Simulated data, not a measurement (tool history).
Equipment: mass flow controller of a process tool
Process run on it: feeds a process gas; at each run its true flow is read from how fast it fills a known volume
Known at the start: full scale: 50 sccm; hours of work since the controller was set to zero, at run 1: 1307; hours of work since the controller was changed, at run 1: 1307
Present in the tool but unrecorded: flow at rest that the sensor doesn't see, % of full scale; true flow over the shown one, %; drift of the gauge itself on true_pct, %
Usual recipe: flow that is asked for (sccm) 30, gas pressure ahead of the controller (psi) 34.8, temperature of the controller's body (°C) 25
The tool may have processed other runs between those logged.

run	day	flow that is asked for (sccm)	gas pressure ahead of the controller (psi)	temperature of the controller's body (°C)	hours of work since the controller was set to zero	hours of work since the controller was changed	true flow (%)
1	0	30	34.8	25	1307	1307	98.98
2	3.283	30	34.8	25	1344	1344	99.03
3	5.571	30	36.7	25	1369	1369	99.04
4	8.642	30	36.7	25	1404	1404	99.04
5	11.604	30	36.7	25	1437	1437	99.06
6	14.983	30	36.7	25	1475	1475	99.06
7	18.433	30	34.8	22	1514	1514	99.45
8	20.575	30	34.8	25	1538	1538	99.28
9	23.3	30	34.8	25	1568	1568	99.23
10	27.65	30	34.8	25	1617	1617	99.27
11	31.358	30	34.8	25	1659	1659	99.23
12	34.833	30	34.8	25	1698	1698	99.21
13	37.071	16	34.8	25	1723	1723	98.57
14	40.817	16	34.8	25	1765	1765	98.61
15	44.75	30	21.8	25	1809	1809	99.7
16	48.146	30	21.8	25	1847	1847	99.69
17	50.317	30	32.5	25	1871	1871	99.18
18	53.362	30	32.5	25	1906	1906	99.41
19	57.567	30	34.8	25	1953	1953	99.41
20	61.346	30	34.8	34	1995	1995	98.81
21	65.588	30	34.8	34	2043	2043	98.81
22	69.767	27	31.9	24	2090	2090	99.26
23	73.308	30	34.8	22	2129	2129	99.46
24	76.262	30	34.8	22	2162	2162	99.49

Run 25 comes next. What will it give?
25	80.396	30	34.8	22	2209	2209	?

true flow (%): 99.58
Minus the tool's unlogged condition, the same run would have read true flow (%) 98.74.
